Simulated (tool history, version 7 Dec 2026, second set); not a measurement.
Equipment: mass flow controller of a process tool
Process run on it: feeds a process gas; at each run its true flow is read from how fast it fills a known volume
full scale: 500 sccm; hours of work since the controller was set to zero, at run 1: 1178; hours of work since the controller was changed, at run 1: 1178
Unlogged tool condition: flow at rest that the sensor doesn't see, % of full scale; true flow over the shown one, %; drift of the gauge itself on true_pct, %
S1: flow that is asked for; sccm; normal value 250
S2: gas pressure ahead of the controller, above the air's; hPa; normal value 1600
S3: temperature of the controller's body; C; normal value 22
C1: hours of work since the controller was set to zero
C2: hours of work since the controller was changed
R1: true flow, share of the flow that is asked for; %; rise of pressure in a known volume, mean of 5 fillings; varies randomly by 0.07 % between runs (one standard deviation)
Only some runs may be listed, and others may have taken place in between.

run    hour   S1    S2  S3    C1    C2     R1
  1       0  250  1600  22  1178  1178  98.56
  2   107.7  250  1600  22  1239  1239  98.41
  3   157.1   86  1600  22  1267  1267  96.76
  4   219.3   86  1600  22  1302  1302   96.6
  5   278.6   86  1600  22  1335  1335  96.63
  6   328.7  273  1600  22  1364  1364  98.48
  7   410.3  273  1600  22  1410  1410  98.38
  8   512.4  273  1690  22  1468  1468  98.36
  9   620.6  250  1600  31  1529  1529     99
 10   714.2  453  1600  22  1582  1582  99.43
 11   805.4  453  1600  22  1633  1633  99.45
 12   899.2  453  1600  22  1687  1687  99.45
 13   982.7  453  1600  22  1734  1734   99.5
 14  1057.3  453  1600  22  1776  1776  99.41
 15  1147.9  453  1600  22  1827  1827  99.64
 16    1203  250  1600  22  1858  1858  98.12
 17  1255.7  250  1600  22  1888  1888  97.95
 18  1332.6  250  1600  22  1932  1932  98.05
 19  1379.4  250  1430  22  1958  1958  98.12
 20    1441  250  1430  22  1993  1993  98.17
 21  1529.5  250  1690  34  2043  2043  98.92

What will run 22 give?
 22  1594.4  250  1600  33  2080  2080   ?

{"run 22": {"R1": 98.79}}
Take away the tool's hidden state, keep the run-to-run variation as it was, and the same run would have given R1 99.56 %.

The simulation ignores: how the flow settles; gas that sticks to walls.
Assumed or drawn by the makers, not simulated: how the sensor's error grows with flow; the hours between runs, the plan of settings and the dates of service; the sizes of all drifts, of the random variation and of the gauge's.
